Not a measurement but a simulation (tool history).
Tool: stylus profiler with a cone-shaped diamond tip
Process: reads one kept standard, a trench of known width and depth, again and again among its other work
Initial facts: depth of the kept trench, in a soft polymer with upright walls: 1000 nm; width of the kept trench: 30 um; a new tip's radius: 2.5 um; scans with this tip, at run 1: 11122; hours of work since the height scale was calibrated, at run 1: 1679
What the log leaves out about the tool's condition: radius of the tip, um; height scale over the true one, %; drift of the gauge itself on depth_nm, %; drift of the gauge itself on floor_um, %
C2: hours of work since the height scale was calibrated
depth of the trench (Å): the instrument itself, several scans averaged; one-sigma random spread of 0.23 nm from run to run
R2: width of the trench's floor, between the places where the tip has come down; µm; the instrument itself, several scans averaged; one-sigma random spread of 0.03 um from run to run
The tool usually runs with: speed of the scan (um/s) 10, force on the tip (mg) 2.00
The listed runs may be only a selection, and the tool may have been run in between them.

run 1 hour=0.0 | speed_of_the_scan_(um/s)=10 force_on_the_tip_(mg)=2.00 | scans_with_this_tip=11122 C2=1679 | depth_of_the_trench_(Å)=10167.2 R2=25.31
run 2 hour=49.2 | speed_of_the_scan_(um/s)=10 force_on_the_tip_(mg)=2.00 | scans_with_this_tip=11366 C2=1716 | depth_of_the_trench_(Å)=10172.7 R2=25.30
run 3 hour=98.3 | speed_of_the_scan_(um/s)=3 force_on_the_tip_(mg)=2.00 | scans_with_this_tip=11610 C2=1753 | depth_of_the_trench_(Å)=10177.5 R2=25.30
run 4 hour=149.5 | speed_of_the_scan_(um/s)=3 force_on_the_tip_(mg)=2.00 | scans_with_this_tip=11864 C2=1791 | depth_of_the_trench_(Å)=10174.9 R2=25.27
run 5 hour=185.7 | speed_of_the_scan_(um/s)=3 force_on_the_tip_(mg)=2.00 | scans_with_this_tip=12044 C2=1818 | depth_of_the_trench_(Å)=10176.6 R2=25.28
run 6 hour=237.1 | speed_of_the_scan_(um/s)=3 force_on_the_tip_(mg)=2.00 | scans_with_this_tip=12299 C2=1857 | depth_of_the_trench_(Å)=10179.7 R2=25.26
run 7 hour=272.2 | speed_of_the_scan_(um/s)=3 force_on_the_tip_(mg)=0.96 | scans_with_this_tip=12474 C2=1883 | depth_of_the_trench_(Å)=10140.0 R2=25.26
-- hour=277.0 height scale calibrated on a step standard
run 8 hour=310.6 | speed_of_the_scan_(um/s)=3 force_on_the_tip_(mg)=0.96 | scans_with_this_tip=12662 C2=25 | depth_of_the_trench_(Å)=10194.8 R2=25.30
run 9 hour=363.8 | speed_of_the_scan_(um/s)=10 force_on_the_tip_(mg)=2.00 | scans_with_this_tip=12926 C2=65 | depth_of_the_trench_(Å)=10234.4 R2=25.19
run 10 hour=405.1 | speed_of_the_scan_(um/s)=10 force_on_the_tip_(mg)=3.01 | scans_with_this_tip=13131 C2=96 | depth_of_the_trench_(Å)=10257.2 R2=25.19
-- hour=447.1 height scale calibrated on a step standard, once more
run 11 hour=450.9 | speed_of_the_scan_(um/s)=10 force_on_the_tip_(mg)=3.01 | scans_with_this_tip=13356 C2=3 | depth_of_the_trench_(Å)=10127.9 R2=25.18
run 12 hour=500.7 | speed_of_the_scan_(um/s)=11 force_on_the_tip_(mg)=2.34 | scans_with_this_tip=13604 C2=40 | depth_of_the_trench_(Å)=10107.0 R2=25.14
run 13 hour=553.3 | speed_of_the_scan_(um/s)=11 force_on_the_tip_(mg)=2.34 | scans_with_this_tip=13865 C2=80 | depth_of_the_trench_(Å)=10109.0 R2=25.16
run 14 hour=601.6 | speed_of_the_scan_(um/s)=2 force_on_the_tip_(mg)=5.50 | scans_with_this_tip=14105 C2=116 | depth_of_the_trench_(Å)=10192.9 R2=25.17
run 15 hour=653.2 | speed_of_the_scan_(um/s)=2 force_on_the_tip_(mg)=5.50 | scans_with_this_tip=14361 C2=155 | depth_of_the_trench_(Å)=10196.1 R2=25.15
run 16 hour=685.1 | speed_of_the_scan_(um/s)=2 force_on_the_tip_(mg)=5.50 | scans_with_this_tip=14519 C2=178 | depth_of_the_trench_(Å)=10194.1 R2=25.15
run 17 hour=726.6 | speed_of_the_scan_(um/s)=7 force_on_the_tip_(mg)=0.71 | scans_with_this_tip=14725 C2=210 | depth_of_the_trench_(Å)=10054.1 R2=25.08
run 18 hour=772.6 | speed_of_the_scan_(um/s)=7 force_on_the_tip_(mg)=0.71 | scans_with_this_tip=14953 C2=244 | depth_of_the_trench_(Å)=10056.9 R2=25.11
run 19 hour=823.8 | speed_of_the_scan_(um/s)=8 force_on_the_tip_(mg)=5.84 | scans_with_this_tip=15208 C2=282 | depth_of_the_trench_(Å)=10205.0 R2=25.11

Forecast each of these 3 alternatives for the next run:
run A hour=849.9 | speed_of_the_scan_(um/s)=24 force_on_the_tip_(mg)=2.00 | scans_with_this_tip=15338 C2=302 | depth_of_the_trench_(Å)=? R2=?
run B hour=849.9 | speed_of_the_scan_(um/s)=20 force_on_the_tip_(mg)=3.40 | scans_with_this_tip=15338 C2=302 | depth_of_the_trench_(Å)=? R2=?
run C hour=849.9 | speed_of_the_scan_(um/s)=22 force_on_the_tip_(mg)=2.00 | scans_with_this_tip=15338 C2=302 | depth_of_the_trench_(Å)=? R2=?

run=A depth_of_the_trench_(Å)=10109.8 R2=25.05
run=B depth_of_the_trench_(Å)=10145.9 R2=25.06
run=C depth_of_the_trench_(Å)=10104.3 R2=25.04
Stripped of hidden state, with their random variation kept, the same runs would have yielded:
run=A depth_of_the_trench_(Å)=10096.3 R2=25.93
run=B depth_of_the_trench_(Å)=10132.3 R2=25.93
run=C depth_of_the_trench_(Å)=10090.8 R2=25.91
